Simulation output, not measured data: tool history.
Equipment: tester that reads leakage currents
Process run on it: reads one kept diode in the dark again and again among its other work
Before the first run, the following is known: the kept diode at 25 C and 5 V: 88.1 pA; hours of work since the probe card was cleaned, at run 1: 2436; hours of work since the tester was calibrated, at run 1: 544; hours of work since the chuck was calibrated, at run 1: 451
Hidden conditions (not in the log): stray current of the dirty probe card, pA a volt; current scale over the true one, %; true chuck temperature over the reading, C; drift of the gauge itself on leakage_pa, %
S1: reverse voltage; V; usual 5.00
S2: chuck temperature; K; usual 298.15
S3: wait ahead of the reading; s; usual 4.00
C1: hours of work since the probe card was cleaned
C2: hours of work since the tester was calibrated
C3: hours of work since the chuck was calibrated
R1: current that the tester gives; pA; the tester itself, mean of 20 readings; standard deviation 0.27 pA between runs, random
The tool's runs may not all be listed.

| run | hour | S1 | S2 | S3 | C1 | C2 | C3 | R1 |
|---|---|---|---|---|---|---|---|---|
| 1 | 0.0 | 5.00 | 298.15 | 4.00 | 2436 | 544 | 451 | 99.82 |
| 2 | 75.9 | 2.67 | 298.15 | 4.00 | 2485 | 592 | 499 | 76.73 |
| 3 | 147.6 | 1.29 | 298.15 | 4.00 | 2531 | 638 | 545 | 56.46 |
| 4 | 201.7 | 1.29 | 298.15 | 4.00 | 2565 | 673 | 580 | 56.90 |
| 5 | 262.0 | 1.29 | 298.15 | 4.00 | 2604 | 712 | 619 | 57.43 |
| 6 | 311.2 | 1.29 | 298.15 | 4.00 | 2636 | 743 | 650 | 57.72 |
| 7 | 365.9 | 5.00 | 298.15 | 0.63 | 2671 | 778 | 685 | 106.42 |
| 8 | 421.8 | 5.00 | 298.15 | 0.63 | 2706 | 814 | 721 | 107.50 |
|  | 484.5 | chuck's temperature calibrated |
| 9 | 488.9 | 5.00 | 298.15 | 4.00 | 2748 | 856 | 3 | 88.67 |
| 10 | 535.8 | 5.00 | 298.15 | 4.00 | 2778 | 886 | 33 | 89.50 |
| 11 | 594.5 | 5.00 | 310.15 | 4.00 | 2816 | 923 | 70 | 241.72 |
| 12 | 680.1 | 5.00 | 294.15 | 4.00 | 2871 | 978 | 125 | 64.71 |
| 13 | 748.1 | 5.00 | 294.15 | 4.00 | 2914 | 1022 | 169 | 65.18 |
| 14 | 824.1 | 5.00 | 294.15 | 4.00 | 2963 | 1070 | 218 | 65.97 |
| 15 | 886.9 | 5.00 | 294.15 | 4.00 | 3003 | 1111 | 258 | 66.97 |
| 16 | 949.1 | 5.00 | 305.15 | 4.00 | 3043 | 1151 | 298 | 168.88 |
| 17 | 1028.5 | 5.00 | 298.15 | 4.00 | 3094 | 1201 | 349 | 95.50 |
| 18 | 1082.6 | 5.00 | 298.15 | 0.45 | 3128 | 1236 | 383 | 99.20 |
| 19 | 1139.6 | 5.00 | 298.15 | 0.45 | 3165 | 1273 | 420 | 100.04 |
| 20 | 1196.2 | 5.00 | 298.15 | 4.00 | 3201 | 1309 | 456 | 97.55 |
| 21 | 1249.0 | 5.00 | 299.15 | 2.89 | 3235 | 1343 | 490 | 107.01 |
| 22 | 1310.9 | 1.24 | 314.15 | 4.05 | 3275 | 1382 | 529 | 198.56 |
|  | 1387.6 | probe card cleaned and baked |
| 23 | 1399.9 | 1.24 | 314.15 | 4.05 | 8 | 1437 | 585 | 199.73 |
| 24 | 1483.4 | 1.24 | 314.15 | 4.05 | 61 | 1491 | 638 | 200.94 |
| 25 | 1537.2 | 5.00 | 301.15 | 0.62 | 96 | 1525 | 673 | 130.99 |
| 26 | 1602.9 | 1.47 | 295.15 | 0.33 | 138 | 1568 | 715 | 47.16 |
| 27 | 1671.9 | 6.59 | 326.15 | 0.43 | 182 | 1612 | 759 | 1039.34 |
|  | 1682.0 | chuck's temperature calibrated |
| 28 | 1728.9 | 6.59 | 298.15 | 1.89 | 217 | 1647 | 30 | 99.28 |
| 29 | 1811.1 | 1.80 | 297.15 | 2.99 | 270 | 1700 | 83 | 52.42 |
| 30 | 1889.9 | 1.80 | 297.15 | 2.99 | 321 | 1750 | 133 | 53.31 |
| 31 | 1975.1 | 1.14 | 331.15 | 4.00 | 375 | 1805 | 188 | 632.91 |
| 32 | 2043.6 | 5.00 | 297.15 | 4.00 | 419 | 1849 | 232 | 84.52 |
| 33 | 2104.2 | 5.00 | 297.15 | 4.00 | 458 | 1887 | 270 | 84.86 |
| 34 | 2144.2 | 5.00 | 297.15 | 4.00 | 483 | 1913 | 296 | 85.72 |
| 35 | 2207.9 | 5.00 | 297.15 | 4.00 | 524 | 1954 | 337 | 86.79 |
| 36 | 2260.9 | 2.97 | 298.15 | 1.64 | 558 | 1988 | 371 | 76.00 |
| 37 | 2330.4 | 2.97 | 298.15 | 1.64 | 603 | 2032 | 415 | 77.00 |
| 38 | 2419.0 | 4.64 | 300.15 | 0.31 | 660 | 2089 | 472 | 115.27 |
| 39 | 2467.8 | 4.64 | 300.15 | 0.31 | 691 | 2120 | 503 | 115.91 |
| 40 | 2544.6 | 10.97 | 304.15 | 0.33 | 740 | 2170 | 553 | 235.84 |

Predict each of these 4 candidate next runs independently; none follows another, all start after run 40:
| A | 2632.6 | 5.19 | 330.15 | 0.89 | 796 | 2226 | 609 | ? |
| B | 2632.6 | 10.97 | 305.15 | 2.35 | 796 | 2226 | 609 | ? |
| C | 2632.6 | 1.02 | 304.15 | 2.71 | 796 | 2226 | 609 | ? |
| D | 2632.6 | 6.85 | 310.15 | 5.53 | 796 | 2226 | 609 | ? |

| run | R1 |
|---|---|
| A | 1214.16 |
| B | 249.89 |
| C | 83.23 |
| D | 306.87 |
With the hidden condition removed and each run's random variation left untouched, the same runs would have given:
| run | R1 |
|---|---|
| A | 1108.56 |
| B | 223.47 |
| C | 74.56 |
| D | 275.91 |
